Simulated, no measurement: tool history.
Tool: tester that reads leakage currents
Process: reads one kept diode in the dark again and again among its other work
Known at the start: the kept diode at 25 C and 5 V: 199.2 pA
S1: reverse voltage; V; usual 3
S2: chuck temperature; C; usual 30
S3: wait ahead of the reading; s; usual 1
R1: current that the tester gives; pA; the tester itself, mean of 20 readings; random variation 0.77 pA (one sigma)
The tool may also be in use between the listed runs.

{"run": 1, "hour": 0.0, "S1": 3, "S2": 30, "S3": 1, "R1": 257.77}
{"run": 2, "hour": 83.1, "S1": 3, "S2": 30, "S3": 1, "R1": 255.81}
{"run": 3, "hour": 124.0, "S1": 3, "S2": 30, "S3": 1, "R1": 257.41}
{"run": 4, "hour": 170.5, "S1": 3, "S2": 30, "S3": 1, "R1": 255.26}
{"run": 5, "hour": 234.0, "S1": 3, "S2": 30, "S3": 1, "R1": 255.77}
{"run": 6, "hour": 273.7, "S1": 3, "S2": 30, "S3": 1, "R1": 255.31}
{"run": 7, "hour": 350.8, "S1": 2.94, "S2": 30, "S3": 1, "R1": 254.35}
{"run": 8, "hour": 393.2, "S1": 2.94, "S2": 30, "S3": 1, "R1": 255.14}
{"run": 9, "hour": 454.5, "S1": 3, "S2": 30, "S3": 1, "R1": 255.73}
{"run": 10, "hour": 525.6, "S1": 2.95, "S2": 30, "S3": 1, "R1": 255.55}
{"run": 11, "hour": 595.3, "S1": 3, "S2": 30, "S3": 1, "R1": 256.33}
{"run": 12, "hour": 669.6, "S1": 3, "S2": 30, "S3": 1, "R1": 257.32}
{"run": 13, "hour": 756.6, "S1": 3, "S2": 36, "S3": 1, "R1": 433.48}
{"run": 14, "hour": 829.6, "S1": 10.82, "S2": 30, "S3": 1, "R1": 434.25}
{"run": 15, "hour": 866.0, "S1": 1.18, "S2": 56, "S3": 0.72, "R1": 1515.2}
{"run": 16, "hour": 924.8, "S1": 1.18, "S2": 56, "S3": 0.72, "R1": 1496.97}
{"run": 17, "hour": 1003.0, "S1": 1.81, "S2": 56, "S3": 1.11, "R1": 1797.73}
{"run": 18, "hour": 1080.6, "S1": 3.56, "S2": 30, "S3": 1, "R1": 274.62}
{"run": 19, "hour": 1130.6, "S1": 13.47, "S2": 37, "S3": 1, "R1": 876.73}
{"run": 20, "hour": 1188.5, "S1": 13.47, "S2": 37, "S3": 1, "R1": 874.58}
{"run": 21, "hour": 1236.1, "S1": 7, "S2": 59, "S3": 1, "R1": 3933.32}
{"hour": 1320.0, "done": "probe card cleaned and baked"}
{"run": 22, "hour": 1320.0, "S1": 7, "S2": 59, "S3": 1, "R1": 3944.22}
{"run": 23, "hour": 1402.3, "S1": 1.57, "S2": 50, "S3": 2.92, "R1": 1063.92}
{"run": 24, "hour": 1490.8, "S1": 13.66, "S2": 21, "S3": 0.91, "R1": 210.49}

Forecast each of these 3 alternatives for the next run:
{"run": "A", "hour": 1578.7, "S1": 2.89, "S2": 21, "S3": 8.38, "R1": "?"}
{"run": "B", "hour": 1578.7, "S1": 2.6, "S2": 47, "S3": 1.65, "R1": "?"}
{"run": "C", "hour": 1578.7, "S1": 8.63, "S2": 21, "S3": 0.91, "R1": "?"}

run=A R1=109.4
run=B R1=1027.14
run=C R1=171.76
Without the tool's hidden state the same runs would have given:
run=A R1=109.69
run=B R1=1029.41
run=C R1=172.19

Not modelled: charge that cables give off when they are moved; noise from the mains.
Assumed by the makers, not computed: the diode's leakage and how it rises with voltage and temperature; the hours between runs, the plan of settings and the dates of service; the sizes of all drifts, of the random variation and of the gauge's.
